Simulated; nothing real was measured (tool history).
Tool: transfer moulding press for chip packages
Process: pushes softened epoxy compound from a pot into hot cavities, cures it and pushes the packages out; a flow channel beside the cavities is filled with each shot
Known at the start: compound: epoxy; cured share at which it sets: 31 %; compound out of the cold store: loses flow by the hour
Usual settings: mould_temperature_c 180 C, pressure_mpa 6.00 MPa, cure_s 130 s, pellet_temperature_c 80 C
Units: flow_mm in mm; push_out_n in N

run	hour	mould_temperature_c	pressure_mpa	cure_s	pellet_temperature_c	incoming compound's hours out of the cold store	flow_mm	push_out_n
1	0.0	180	6.00	130	80	43.9	830	690
2	13.2	180	6.00	130	80	11.3	927	751
3	27.0	180	6.00	130	80	42.5	834	730
# hour 53.8: cavities cleaned with cleaning compound and waxed
4	55.0	180	6.00	130	80	20.0	892	416
5	72.7	180	6.00	130	80	35.6	847	519
6	92.6	182	6.00	130	80	9.4	918	575
7	116.2	182	6.00	130	80	42.1	814	636
# hour 119.6: mould's thermocouples calibrated
8	130.8	182	6.00	130	80	43.4	805	691
9	155.1	182	6.00	130	80	21.2	858	710
# hour 162.2: cavities cleaned with cleaning compound and waxed
10	180.7	182	6.24	130	80	9.8	920	518
11	205.4	182	6.24	130	80	44.8	806	609
12	216.7	176	7.19	169	80	17.1	979	608
13	228.6	178	4.52	111	89	28.9	738	1031
14	249.4	178	4.52	111	89	29.4	734	1064
# hour 261.2: mould's thermocouples calibrated, once more
# hour 271.5: cavities cleaned with cleaning compound and waxed
15	277.0	178	4.52	111	89	16.1	764	618
16	299.5	178	4.52	111	89	19.8	751	782
17	322.9	178	6.00	130	75	17.8	862	728
18	348.7	178	6.00	130	75	46.1	780	756
19	375.1	180	6.00	110	80	38.6	791	888
# hour 378.6: cavities cleaned with cleaning compound and waxed
20	402.5	180	6.00	110	80	39.2	778	671
21	419.1	173	6.00	110	80	43.4	788	1154

3 ways to go on from here, each from the tool as it stands after run 21. What would each give?
A	436.9	180	5.22	130	80	27.9	?	?
B	436.9	180	7.07	112	76	16.6	?	?
C	436.9	182	6.91	110	80	9.6	?	?

run	flow_mm	push_out_n
A	758	679
B	928	871
C	938	797
Without the tool's hidden state the same runs would have given:
run	flow_mm	push_out_n
A	828	389
B	1014	499
C	1024	459
